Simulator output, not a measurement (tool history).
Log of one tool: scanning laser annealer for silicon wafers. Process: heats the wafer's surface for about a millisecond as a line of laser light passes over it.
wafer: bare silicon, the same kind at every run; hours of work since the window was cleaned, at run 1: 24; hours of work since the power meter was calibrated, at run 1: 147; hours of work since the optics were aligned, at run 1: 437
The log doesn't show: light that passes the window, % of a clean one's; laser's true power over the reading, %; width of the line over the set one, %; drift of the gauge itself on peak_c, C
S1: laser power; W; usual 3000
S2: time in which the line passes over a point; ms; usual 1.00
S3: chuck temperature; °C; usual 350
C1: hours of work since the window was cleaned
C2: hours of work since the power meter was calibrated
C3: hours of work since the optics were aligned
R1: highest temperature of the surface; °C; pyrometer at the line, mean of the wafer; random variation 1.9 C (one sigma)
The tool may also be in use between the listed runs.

Run 1, hour 0.0: usual settings; C1 24; C2 147; C3 437. Result: R1 1173 °C.
Run 2, hour 47.1: usual settings but S3 389 °C; C1 44; C2 167; C3 457. Result: R1 1213 °C.
Run 3, hour 116.3: usual settings but S3 389 °C; C1 74; C2 197; C3 487. Result: R1 1212 °C.
Run 4, hour 187.5: usual settings but S3 385 °C; C1 105; C2 227; C3 517. Result: R1 1198 °C.
Run 5, hour 243.1: usual settings but S3 374 °C; C1 129; C2 251; C3 541. Result: R1 1189 °C.
Run 6, hour 312.9: usual settings; C1 159; C2 281; C3 571. Result: R1 1160 °C.
Run 7, hour 387.2: usual settings; C1 190; C2 313; C3 603. Result: R1 1155 °C.
Run 8, hour 432.4: usual settings; C1 210; C2 333; C3 623. Result: R1 1155 °C.
Run 9, hour 471.3: usual settings but S2 0.94 ms; C1 227; C2 349; C3 639. Result: R1 1126 °C.
Run 10, hour 509.9: usual settings but S2 0.94 ms; C1 243; C2 366; C3 656. Result: R1 1119 °C.
Run 11, hour 581.5: usual settings but S2 1.11 ms; C1 274; C2 397; C3 687. Result: R1 1195 °C.
Run 12, hour 639.9: usual settings but S2 1.11 ms; C1 299; C2 422; C3 712. Result: R1 1196 °C.
Run 13, hour 700.2: usual settings but S2 1.11 ms; C1 325; C2 448; C3 738. Result: R1 1191 °C.
At hour 762.9: window over the wafer cleaned.
Run 14, hour 770.1: usual settings but S2 1.11 ms; C1 3; C2 477; C3 767. Result: R1 1230 °C.
Run 15, hour 803.3: usual settings but S2 1.11 ms; C1 17; C2 491; C3 781. Result: R1 1229 °C.
Run 16, hour 874.9: usual settings; C1 48; C2 522; C3 812. Result: R1 1175 °C.
Run 17, hour 913.6: usual settings; C1 65; C2 538; C3 828. Result: R1 1174 °C.
Run 18, hour 951.7: usual settings; C1 81; C2 555; C3 845. Result: R1 1172 °C.
Run 19, hour 1002.2: usual settings; C1 103; C2 576; C3 866. Result: R1 1168 °C.
Run 20, hour 1055.6: usual settings; C1 126; C2 599; C3 889. Result: R1 1165 °C.
Run 21, hour 1103.2: usual settings; C1 146; C2 620; C3 910. Result: R1 1163 °C.
Run 22, hour 1152.3: usual settings; C1 167; C2 641; C3 931. Result: R1 1163 °C.
Run 23, hour 1209.7: usual settings but S1 3222 W, S3 340 °C; C1 192; C2 666; C3 956. Result: R1 1217 °C.
Run 24, hour 1281.8: usual settings but S1 2831 W, S2 1.03 ms, S3 377 °C; C1 223; C2 697; C3 987. Result: R1 1143 °C.
Run 25, hour 1350.4: usual settings but S1 2835 W, S2 0.92 ms, S3 377 °C; C1 252; C2 726; C3 1016. Result: R1 1092 °C.
Run 26, hour 1411.2: usual settings but S1 2589 W, S2 1.16 ms, S3 362 °C; C1 278; C2 752; C3 1042. Result: R1 1093 °C.
Run 27, hour 1455.6: usual settings but S1 2589 W, S2 1.16 ms, S3 362 °C; C1 298; C2 771; C3 1061. Result: R1 1096 °C.
Run 28, hour 1500.1: usual settings but S1 2818 W; C1 317; C2 790; C3 1080. Result: R1 1087 °C.
Run 29, hour 1548.4: usual settings but S1 2843 W, S2 1.02 ms, S3 372 °C; C1 337; C2 811; C3 1101. Result: R1 1123 °C.
At hour 1578.6: window over the wafer cleaned.
Run 30, hour 1615.2: usual settings but S1 3163 W, S2 0.76 ms, S3 388 °C; C1 16; C2 839; C3 1129. Result: R1 1138 °C.
Run 31, hour 1680.8: usual settings but S1 2836 W, S2 0.72 ms, S3 325 °C; C1 44; C2 867; C3 1157. Result: R1 961 °C.
Run 32, hour 1755.7: usual settings but S1 2797 W; C1 76; C2 899; C3 1189. Result: R1 1103 °C.
Run 33, hour 1798.9: usual settings but S1 3116 W, S2 0.84 ms, S3 382 °C; C1 95; C2 918; C3 1208. Result: R1 1155 °C.
Run 34, hour 1844.0: usual settings but S1 3116 W, S2 0.84 ms, S3 382 °C; C1 114; C2 937; C3 1227. Result: R1 1150 °C.
Run 35, hour 1894.0: usual settings but S1 2876 W, S2 0.83 ms, S3 379 °C; C1 135; C2 959; C3 1249. Result: R1 1072 °C.
Run 36, hour 1924.9: usual settings but S1 3263 W, S2 0.91 ms, S3 373 °C; C1 149; C2 972; C3 1262. Result: R1 1219 °C.
Run 37, hour 1970.6: usual settings but S1 2730 W, S2 0.73 ms, S3 384 °C; C1 168; C2 992; C3 1282. Result: R1 986 °C.
Run 38, hour 2004.1: usual settings but S1 2730 W, S2 0.73 ms, S3 384 °C; C1 183; C2 1006; C3 1296. Result: R1 986 °C.
Run 39, hour 2046.6: usual settings but S1 3138 W, S2 1.14 ms, S3 368 °C; C1 201; C2 1024; C3 1314. Result: R1 1288 °C.
Run 40, hour 2119.4: usual settings but S1 3067 W, S2 0.78 ms, S3 333 °C; C1 232; C2 1055; C3 1345. Result: R1 1043 °C.
Run 41, hour 2168.6: usual settings but S1 2625 W, S2 1.01 ms, S3 378 °C; C1 253; C2 1077; C3 1367. Result: R1 1065 °C.
Run 42, hour 2202.0: usual settings but S1 2886 W, S2 1.09 ms, S3 315 °C; C1 268; C2 1091; C3 1381. Result: R1 1119 °C.

Hidden state at the last listed run before each entry between runs and at the first one after, where it differs:
Between runs 13 and 14: window over the wafer cleaned (hour 762.9)
  light that passes the window, % of a clean one's: 95.96 -> 99.9; laser's true power over the reading, %: -0.03 -> -0.02; width of the line over the set one, %: 0.88 -> 0.9
  measured less the result without the state, R1: -46 -> -5 °C
Between runs 29 and 30: window over the wafer cleaned (hour 1578.6)
  light that passes the window, % of a clean one's: 95.86 -> 99.68; laser's true power over the reading, %: 0.08 -> 0.09; width of the line over the set one, %: 1.11 -> 1.13
  measured less the result without the state, R1: -42 -> -7 °C
